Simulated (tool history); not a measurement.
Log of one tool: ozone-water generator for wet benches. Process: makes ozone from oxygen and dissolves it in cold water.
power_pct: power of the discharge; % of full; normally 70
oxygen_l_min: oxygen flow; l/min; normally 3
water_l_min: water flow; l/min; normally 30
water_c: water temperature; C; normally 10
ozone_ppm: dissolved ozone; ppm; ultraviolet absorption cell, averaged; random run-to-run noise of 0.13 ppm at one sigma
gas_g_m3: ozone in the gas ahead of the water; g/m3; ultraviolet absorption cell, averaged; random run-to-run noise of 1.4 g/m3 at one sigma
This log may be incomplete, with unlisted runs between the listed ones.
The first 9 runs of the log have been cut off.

run,hour,power_pct,oxygen_l_min,water_l_min,water_c,ozone_ppm,gas_g_m3
10,1109.6,70,3.21,28,10,14.3,245.1
11,1282.8,70,3,30,10,12.9,255.2
12,1392.6,67,3,30,10,12.3,245
13,1531.9,49,3,30,10,9.4,191.5
14,1630,70,3,30,10,12.7,254.7
15,1715.8,70,3,46,10,7.7,254.3
16,1865.5,70,3.28,30,10,13,242.7
17,1944,70,3.28,30,10,13.1,243.5
18,2050.8,92,3.28,25,10,20.1,305.3
19,2199.5,70,3,27,7,14.8,253.5
20,2302.7,48,2.91,42,7,6.4,190.6
# hour 2347.2: contactor cleaned
21,2408.6,87,2.34,30,10,14.2,351.1
22,2557.5,81,4.08,24,9,19.5,240.1
23,2698.6,81,4.08,24,9,19.6,241.3
24,2873.3,81,4.08,24,9,19.9,241.5
25,3011.2,81,4.08,24,9,19.6,243.6
26,3200.2,81,4.08,44,9,9.8,241.5
27,3381,81,4.08,44,9,10.1,244.9
28,3561.1,78,4.08,34,12,13,232.8
29,3723,94,1.9,26,7,17.3,416.8
30,3846.7,97,4.46,19,7,29.6,265.7
31,4037.9,64,4.46,18,12,21.1,188.3
32,4145.3,40,4.46,18,12,14.5,130.8
# hour 4192.5: water thermometer calibrated
33,4300.6,40,4.46,18,12,14.2,129.7

Branching from run 33: 3 alternative next runs. What would each branch give?
A,4463.5,65,3,20,10,?,?
B,4463.5,59,1.67,18,12,?,?
C,4463.5,97,2.35,30,14,?,?

run,ozone_ppm,gas_g_m3
A,18.8,239.1
B,17.1,312.3
C,15.5,376.5
Without the tool's hidden state the same runs would have given:
run,ozone_ppm,gas_g_m3
A,18.8,239.3
B,17.1,312.5
C,15.5,376.9
